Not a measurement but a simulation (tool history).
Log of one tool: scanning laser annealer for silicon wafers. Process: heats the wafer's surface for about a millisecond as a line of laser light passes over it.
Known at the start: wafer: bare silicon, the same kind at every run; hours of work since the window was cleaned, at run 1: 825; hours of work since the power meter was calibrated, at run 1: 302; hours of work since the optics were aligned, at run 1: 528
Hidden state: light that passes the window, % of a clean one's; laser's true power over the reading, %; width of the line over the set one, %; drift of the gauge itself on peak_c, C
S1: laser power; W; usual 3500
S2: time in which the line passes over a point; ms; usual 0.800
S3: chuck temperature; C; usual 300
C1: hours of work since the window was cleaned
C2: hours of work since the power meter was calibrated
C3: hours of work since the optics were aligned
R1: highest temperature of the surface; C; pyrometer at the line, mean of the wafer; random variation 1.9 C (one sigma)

| run | hour | S1 | S2 | S3 | C1 | C2 | C3 | R1 |
|---|---|---|---|---|---|---|---|---|
| 1 | 0.0 | 3500 | 0.800 | 300 | 825 | 302 | 528 | 1070 |
| 2 | 24.0 | 3500 | 0.800 | 300 | 835 | 312 | 538 | 1068 |
| 3 | 42.9 | 3500 | 0.800 | 300 | 843 | 320 | 546 | 1068 |
|  | 52.9 | window over the wafer cleaned |
| 4 | 55.1 | 3500 | 0.800 | 300 | 1 | 325 | 551 | 1047 |
| 5 | 75.5 | 3500 | 0.800 | 300 | 10 | 333 | 560 | 1047 |
| 6 | 95.9 | 3500 | 0.982 | 300 | 18 | 342 | 568 | 1124 |
|  | 120.6 | window over the wafer cleaned, once more |
| 7 | 120.6 | 3500 | 0.982 | 300 | 0 | 352 | 578 | 1189 |
| 8 | 142.4 | 3500 | 0.800 | 300 | 9 | 361 | 587 | 1109 |
| 9 | 161.1 | 3500 | 0.800 | 300 | 17 | 369 | 595 | 1110 |
| 10 | 171.4 | 3507 | 0.800 | 300 | 22 | 373 | 600 | 1108 |
| 11 | 184.1 | 3507 | 0.800 | 300 | 27 | 379 | 605 | 1109 |
| 12 | 207.4 | 3500 | 0.800 | 300 | 37 | 389 | 615 | 1104 |
| 13 | 227.2 | 3500 | 0.800 | 300 | 45 | 397 | 623 | 1109 |
| 14 | 251.8 | 3500 | 0.800 | 300 | 56 | 408 | 634 | 1104 |
| 15 | 269.1 | 3500 | 0.800 | 300 | 63 | 415 | 641 | 1107 |
| 16 | 281.8 | 3500 | 0.800 | 300 | 69 | 421 | 647 | 1103 |
| 17 | 302.6 | 2987 | 0.800 | 300 | 78 | 429 | 656 | 988 |
| 18 | 319.1 | 3500 | 0.709 | 300 | 85 | 436 | 663 | 1059 |
| 19 | 343.8 | 3500 | 0.709 | 300 | 95 | 447 | 673 | 1056 |
| 20 | 365.7 | 3500 | 0.709 | 300 | 105 | 456 | 682 | 1058 |
| 21 | 377.0 | 3500 | 0.709 | 305 | 109 | 461 | 687 | 1061 |
| 22 | 393.3 | 3732 | 0.690 | 284 | 116 | 468 | 694 | 1079 |
| 23 | 405.8 | 3520 | 0.739 | 322 | 122 | 473 | 700 | 1099 |
| 24 | 425.8 | 3520 | 0.739 | 322 | 130 | 482 | 708 | 1098 |
| 25 | 441.2 | 3071 | 0.564 | 311 | 137 | 489 | 715 | 908 |
| 26 | 458.2 | 3071 | 0.564 | 311 | 144 | 496 | 722 | 908 |
| 27 | 477.9 | 3676 | 0.818 | 287 | 152 | 504 | 730 | 1132 |
| 28 | 495.5 | 3676 | 0.818 | 287 | 160 | 512 | 738 | 1133 |
| 29 | 508.3 | 3831 | 0.651 | 281 | 165 | 517 | 743 | 1072 |
| 30 | 523.4 | 3666 | 0.561 | 322 | 172 | 524 | 750 | 1027 |
| 31 | 537.4 | 3317 | 0.742 | 298 | 178 | 530 | 756 | 1026 |
| 32 | 555.1 | 3050 | 0.739 | 300 | 185 | 537 | 763 | 973 |
| 33 | 575.6 | 3378 | 0.608 | 338 | 194 | 546 | 772 | 1012 |
| 34 | 591.0 | 3830 | 0.841 | 287 | 201 | 552 | 778 | 1174 |
| 35 | 604.8 | 3012 | 0.956 | 270 | 206 | 558 | 784 | 1015 |
| 36 | 624.7 | 3720 | 0.623 | 323 | 215 | 567 | 793 | 1074 |
| 37 | 643.2 | 3825 | 0.623 | 309 | 223 | 575 | 801 | 1075 |
| 38 | 667.3 | 3604 | 0.646 | 296 | 233 | 585 | 811 | 1031 |
| 39 | 682.5 | 3604 | 0.646 | 296 | 240 | 591 | 817 | 1034 |
| 40 | 698.5 | 3604 | 0.690 | 296 | 246 | 598 | 824 | 1055 |
| 41 | 718.5 | 3500 | 0.663 | 308 | 255 | 607 | 833 | 1034 |
| 42 | 728.5 | 3724 | 0.656 | 267 | 259 | 611 | 837 | 1031 |

How the hidden state differs across the entries between the runs, from the last listed run before each to the first after it:
Between runs 3 and 4: window over the wafer cleaned (hour 52.9)
  light that passes the window, % of a clean one's: 94.7 -> 92.04; width of the line over the set one, %: 3.01 -> 3.03
  measured less the result without the state, R1: -54 -> -75 C
Between runs 6 and 7: window over the wafer cleaned, once more (hour 120.6)
  light that passes the window, % of a clean one's: 91.93 -> 99.91; laser's true power over the reading, %: -0.11 -> -0.12; width of the line over the set one, %: 3.12 -> 3.17
  measured less the result without the state, R1: -84 -> -16 C

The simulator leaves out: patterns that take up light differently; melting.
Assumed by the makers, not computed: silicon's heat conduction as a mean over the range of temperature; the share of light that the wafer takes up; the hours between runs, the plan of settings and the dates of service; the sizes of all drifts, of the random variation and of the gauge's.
